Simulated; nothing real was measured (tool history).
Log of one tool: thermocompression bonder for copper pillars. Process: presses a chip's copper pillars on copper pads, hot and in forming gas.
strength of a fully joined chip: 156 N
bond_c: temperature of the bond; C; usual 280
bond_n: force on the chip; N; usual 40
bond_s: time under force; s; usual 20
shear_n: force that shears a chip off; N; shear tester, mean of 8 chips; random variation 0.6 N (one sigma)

Run 1, hour 0: usual settings. Result: shear_n 98.6 N.
Run 2, hour 11.2: usual settings. Result: shear_n 98.6 N.
Run 3, hour 21.8: usual settings. Result: shear_n 98.2 N.
Run 4, hour 31.4: usual settings. Result: shear_n 97.9 N.
Run 5, hour 38.1: usual settings. Result: shear_n 97 N.
Run 6, hour 51.5: usual settings. Result: shear_n 98.6 N.
Run 7, hour 64.3: usual settings but bond_n 26 N. Result: shear_n 68.3 N.
Run 8, hour 70.2: usual settings but bond_n 26 N. Result: shear_n 68.2 N.
Run 9, hour 77.8: usual settings but bond_n 26 N. Result: shear_n 68.2 N.
Run 10, hour 84.4: usual settings but bond_n 26 N. Result: shear_n 68.6 N.
Run 11, hour 94.7: usual settings but bond_n 26 N. Result: shear_n 67.1 N.
Run 12, hour 105.9: usual settings but bond_c 299 C. Result: shear_n 115.9 N.
Run 13, hour 112.4: usual settings but bond_c 299 C, bond_n 56 N. Result: shear_n 137.3 N.
Run 14, hour 121.2: usual settings but bond_c 299 C, bond_n 56 N. Result: shear_n 137.6 N.
At hour 129.1: forming gas filter changed.
Run 15, hour 129.7: usual settings but bond_c 255 C, bond_n 48 N, bond_s 46 s. Result: shear_n 107.9 N.
Run 16, hour 135.9: usual settings but bond_c 255 C, bond_n 48 N, bond_s 46 s. Result: shear_n 108.5 N.
Run 17, hour 144.1: usual settings but bond_c 310 C, bond_n 57 N, bond_s 46 s. Result: shear_n 152.5 N.
Run 18, hour 151: usual settings but bond_c 250 C, bond_n 35 N, bond_s 12 s. Result: shear_n 47.6 N.
Run 19, hour 158.7: usual settings but bond_c 304 C, bond_n 54 N, bond_s 12 s. Result: shear_n 126.8 N.
Run 20, hour 164.4: usual settings but bond_c 253 C, bond_n 52 N. Result: shear_n 88.5 N.
Run 21, hour 175.7: usual settings but bond_n 33 N, bond_s 55 s. Result: shear_n 112.4 N.
Run 22, hour 187.3: usual settings but bond_c 253 C. Result: shear_n 69.7 N.
Run 23, hour 195.3: usual settings but bond_c 253 C. Result: shear_n 69.8 N.
Run 24, hour 204.7: usual settings but bond_c 253 C. Result: shear_n 69.4 N.
Run 25, hour 211: usual settings but bond_c 253 C. Result: shear_n 69.6 N.
Run 26, hour 218.5: usual settings but bond_c 269 C. Result: shear_n 86.8 N.
Run 27, hour 225.2: usual settings but bond_c 269 C. Result: shear_n 86.7 N.
Run 28, hour 232.3: usual settings but bond_c 308 C. Result: shear_n 124.9 N.

Forecast each of these 4 alternatives for the next run:
Run A, hour 241.1: usual settings but bond_c 265 C, bond_n 28 N, bond_s 23 s. Result: shear_n ?.
Run B, hour 241.1: usual settings but bond_n 41 N. Result: shear_n ?.
Run C, hour 241.1: usual settings but bond_c 308 C, bond_n 30 N, bond_s 35 s. Result: shear_n ?.
Run D, hour 241.1: usual settings but bond_c 267 C, bond_n 59 N, bond_s 30 s. Result: shear_n ?.

run  shear_n
  A       62
  B    100.1
  C    119.5
  D    122.4
Without the tool's hidden state the same runs would have given:
run  shear_n
  A       62
  B    100.1
  C    119.5
  D    122.4
